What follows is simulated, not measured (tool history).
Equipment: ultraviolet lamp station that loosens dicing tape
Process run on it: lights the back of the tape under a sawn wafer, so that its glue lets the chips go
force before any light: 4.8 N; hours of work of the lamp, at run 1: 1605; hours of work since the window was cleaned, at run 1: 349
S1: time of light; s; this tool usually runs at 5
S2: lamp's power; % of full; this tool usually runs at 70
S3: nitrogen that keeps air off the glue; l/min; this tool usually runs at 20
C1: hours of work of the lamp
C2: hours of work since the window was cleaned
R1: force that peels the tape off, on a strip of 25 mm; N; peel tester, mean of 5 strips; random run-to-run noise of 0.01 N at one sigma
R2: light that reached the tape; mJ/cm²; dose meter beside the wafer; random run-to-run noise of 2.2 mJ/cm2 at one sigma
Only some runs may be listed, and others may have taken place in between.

run      day  S1  S2  S3    C1   C2     R1   R2
  1    0.000   5  70  20  1605  349  1.092  100
       2.454  -- window cleaned of glue's vapour
  2    2.962   5  70   9  1645    7  1.477   97
  3    6.912   5  77  20  1699   61  1.079  104
  4   10.825   5  77  20  1752  114  1.145   99
  5   14.125   5  70  20  1797  159  1.292   89
  6   16.221   5  70  20  1826  188  1.305   88
  7   20.112   5  70  20  1879  241  1.351   85
      20.996  -- lamp changed
  8   22.833   5  70  27    25  278  0.577  147
  9   26.138   5  70  20    70  323  0.664  145
      26.738  -- window cleaned of glue's vapour, once more
 10   29.396   5  70  20   114   36  0.476  167
 11   33.275   5  70  20   167   89  0.504  165
 12   34.938   5  70  20   190  112  0.520  164
 13   37.421   5  70  20   224  146  0.536  158
 14   40.775   5  70  20   270  192  0.547  156
 15   43.329   5  70  20   305  227  0.566  156
 16   46.546   5  70  20   349  271  0.593  151
 17   49.867   5  70  20   394  316  0.580  149
 18   52.758   4  70  20   434  356  0.871  117
      54.396  -- window cleaned of glue's vapour
 19   54.617   4  70  20   459    3  0.797  125
 20   58.254   4  70  20   508   53  0.816  122
 21   61.104   5  85   9   547   92  0.570  181
 22   63.308   5  85   9   578  122  0.564  183
 23   65.558   4  82  22   608  153  0.649  137
 24   69.067   5  73  20   656  200  0.596  148
 25   71.721   4  95  20   692  237  0.567  151
 26   75.683   4  95  20   747  291  0.578  154
 27   78.912   6  85   6   791  335  0.576  198
 28   80.862   4  70  16   817  362  1.056  108
      82.250  -- window cleaned of glue's vapour
 29   83.029   4  70  16   847   11  0.955  117
 30   85.621   4  70  16   882   46  1.035  108
 31   88.875   8  70  16   927   90  0.328  218
 32   91.383   5  62  20   961  125  0.850  119
 33   93.992   5  62  20   997  160  0.857  115
 34   96.942   6  70  23  1037  201  0.533  153
 35  100.829   6  70  23  1090  254  0.575  155
 36  104.500   3  84   7  1140  304  1.675   88
 37  106.696   3  84   7  1170  334  1.736   90
     110.021  -- window cleaned of glue's vapour
 38  110.675   3  93  33  1224    9  0.946  100
 39  113.688   3  92  17  1265   50  1.178   98

Forecast each of these 3 alternatives for the next run:
  A  116.438   2  92  10  1303  88   ?   ?
  B  116.438   5  71  21  1303  88   ?   ?
  C  116.438   3  92  28  1303  88   ?   ?

run     R1   R2
  A  2.069   65
  B  0.801  125
  C  1.078   96
Had the tool no hidden state, the same runs would have come out as:
run     R1   R2
  A  1.461   93
  B  0.427  179
  C  0.617  138
